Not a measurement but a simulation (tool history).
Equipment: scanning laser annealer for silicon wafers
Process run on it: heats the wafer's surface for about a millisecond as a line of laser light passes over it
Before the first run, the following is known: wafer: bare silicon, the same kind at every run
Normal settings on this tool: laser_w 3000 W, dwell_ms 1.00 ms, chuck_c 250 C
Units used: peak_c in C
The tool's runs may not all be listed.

run   hour  laser_w  dwell_ms  chuck_c  peak_c
  1    0.0     3000      1.00      250     965
  2   26.4     3000      1.00      250     965
  3   64.3     3000      1.00      250     965
  4   97.8     3000      1.00      250     967
  5  114.9     3000      1.00      250     965
  6  156.0     3000      1.00      250     963
  7  174.4     3000      1.00      250     966
  8  196.1     2635      1.00      250     882
  9  235.6     2635      1.00      250     882
 10  272.7     2635      1.00      250     883
 11  296.4     3000      1.00      283    1002
     327.8  -- optics aligned, line set to its width
 12  331.6     2558      0.89      254     829

For run 13, what comes out?
 13  349.7     3045      0.97      230       ?

Run 13 produced peak_c 945 C.
Without the tool's hidden state the same run would have given peak_c 945 C.
